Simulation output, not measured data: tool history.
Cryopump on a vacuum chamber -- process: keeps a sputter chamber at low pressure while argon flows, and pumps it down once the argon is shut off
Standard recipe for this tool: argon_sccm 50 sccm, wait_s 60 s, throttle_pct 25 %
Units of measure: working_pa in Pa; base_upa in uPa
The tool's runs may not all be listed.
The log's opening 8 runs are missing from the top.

run,hour,argon_sccm,wait_s,throttle_pct,hours of work since the pump was warmed up and emptied,hours of work since the cold head was overhauled,hours of work since the chamber's fittings were tightened,working_pa,base_upa
9,157.2,50,60,25,626,626,214,0.1451,0.89
10,177.4,50,60,25,638,638,226,0.1450,0.91
11,202.1,50,60,25,653,653,240,0.1446,0.99
12,214.4,50,60,25,660,660,247,0.1453,0.93
13,235.5,50,60,25,672,672,260,0.1448,1.01
14,255.8,50,60,25,684,684,271,0.1439,0.97
15,271.6,50,84,25,693,693,281,0.1461,0.81
16,295.5,50,60,25,707,707,295,0.1452,0.97
17,309.1,50,60,25,715,715,303,0.1450,0.96
18,333.1,50,60,25,729,729,317,0.1456,0.97
19,357.0,50,34,25,743,743,331,0.1470,1.51
20,370.6,25,117,28,751,751,338,0.0660,0.67
21,393.7,23,71,37,764,764,352,0.0471,0.93
22,416.5,50,41,24,778,778,365,0.1524,1.33
23,438.6,22,42,26,791,791,378,0.0624,1.32

Predict the results of run 24:
24,452.1,38,60,25,799,799,386,?,?

Run 24 came out at working_pa 0.1111 Pa, base_upa 0.99 uPa.
Without the tool's hidden state the same run would have given working_pa 0.1032 Pa, base_upa 0.77 uPa.
